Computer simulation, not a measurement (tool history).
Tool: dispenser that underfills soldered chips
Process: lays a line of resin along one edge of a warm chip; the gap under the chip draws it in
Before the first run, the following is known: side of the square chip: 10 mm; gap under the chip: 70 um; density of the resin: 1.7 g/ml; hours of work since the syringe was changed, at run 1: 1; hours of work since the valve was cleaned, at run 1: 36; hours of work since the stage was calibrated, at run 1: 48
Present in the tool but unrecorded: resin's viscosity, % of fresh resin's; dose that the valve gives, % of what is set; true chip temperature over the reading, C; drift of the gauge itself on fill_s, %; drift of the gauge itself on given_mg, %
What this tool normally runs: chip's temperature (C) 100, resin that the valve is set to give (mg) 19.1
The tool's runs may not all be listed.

run	hour	chip's temperature (C)	resin that the valve is set to give (mg)	hours of work since the syringe was changed	hours of work since the valve was cleaned	hours of work since the stage was calibrated	time until the resin shows at the far edge (s)	resin that the valve gave (mg)
1	0	100	19.1	1	36	48	54.7	18.47
2	3.9	100	18.1	4	39	51	67.4	17.47
3	6.7	100	19.1	7	41	53	78.5	18.58
# hour 10.2: new syringe of resin
4	11.8	100	19.1	1	45	56	54.8	18.37
5	14.9	100	19.1	4	47	59	64.9	18.32
6	19.3	100	19.1	7	51	62	81.8	18.23
# hour 22: new syringe of resin
7	22.7	100	19.1	1	53	65	50.8	18.24
8	26.3	100	19.1	3	56	67	61.6	18.14
9	32.5	100	19.1	8	61	72	85.1	18.09
# hour 33.7: new syringe of resin
# hour 38.3: dispensing valve cleaned and set on the balance
10	39.5	100	19.1	4	1	76	61.8	19.06
11	44.2	100	19.1	7	5	80	77.8	19.14
# hour 46.4: new syringe of resin
12	47.4	100	19.1	1	7	82	51.5	19.08
13	51.2	97	19.1	4	10	85	71.1	19.02
14	56.5	97	19.1	8	14	89	91.2	18.95
# hour 58.4: new syringe of resin
15	62.9	97	19.1	3	18	94	68.1	18.93
16	69.3	97	19.1	8	23	99	96.3	18.75
# hour 70.2: new syringe of resin
17	75.8	100	19.1	4	28	104	63.5	18.69
18	80.1	100	19.1	8	31	107	81.2	18.65
# hour 82.2: new syringe of resin
19	86.6	87	23.5	3	36	112	98.5	22.86
20	92.9	86	19.8	8	41	117	141.8	19.2
# hour 93.8: new syringe of resin
21	99	86	19.8	4	46	121	107.9	19.11
# hour 105.6: new syringe of resin
22	106.1	86	19.8	0	51	126	83.5	18.99
23	109.3	103	16.2	3	53	129	55	15.46
24	115.3	100	22.7	7	58	133	77	21.58
# hour 117.2: new syringe of resin
25	119.8	100	22.7	2	61	137	55.1	21.47
# hour 124.9: dispensing valve cleaned and set on the balance
26	126.4	100	22.7	6	1	141	72	22.68
# hour 130.2: new syringe of resin
27	130.4	87	20.5	0	4	144	79.4	20.46
28	134.7	87	20.5	3	7	147	98.7	20.39
29	140	115	22.4	8	11	151	46.9	22.01
# hour 141.9: new syringe of resin
30	143.7	113	21	1	14	154	33.2	20.65
31	146.4	113	21	4	16	156	39	20.58
32	149.6	96	18.8	6	19	158	83.7	18.48
# hour 153.6: new syringe of resin
33	155.4	96	18.8	1	23	162	59.5	18.25
34	160.5	95	18.6	5	27	166	80.9	18.03
35	164.4	95	18.6	8	30	169	99.7	17.98
# hour 165.5: new syringe of resin
36	167.9	95	18.6	2	32	172	66	18.06

Below are 4 alternative next runs, each starting from the tool's condition after run 36. Predict each:
A	173.4	95	16.3	6	36	176	?	?
B	173.4	91	19.1	6	36	176	?	?
C	173.4	109	17.5	6	36	176	?	?
D	173.4	105	20.4	6	36	176	?	?

run	time until the resin shows at the far edge (s)	resin that the valve gave (mg)
A	90.1	15.71
B	102.1	18.33
C	53.7	16.78
D	59.5	19.71
Take away the tool's hidden state, keep each run's random variation, and the runs would have read:
run	time until the resin shows at the far edge (s)	resin that the valve gave (mg)
A	63.2	16.34
B	71.9	19.07
C	37.4	17.45
D	41.7	20.5
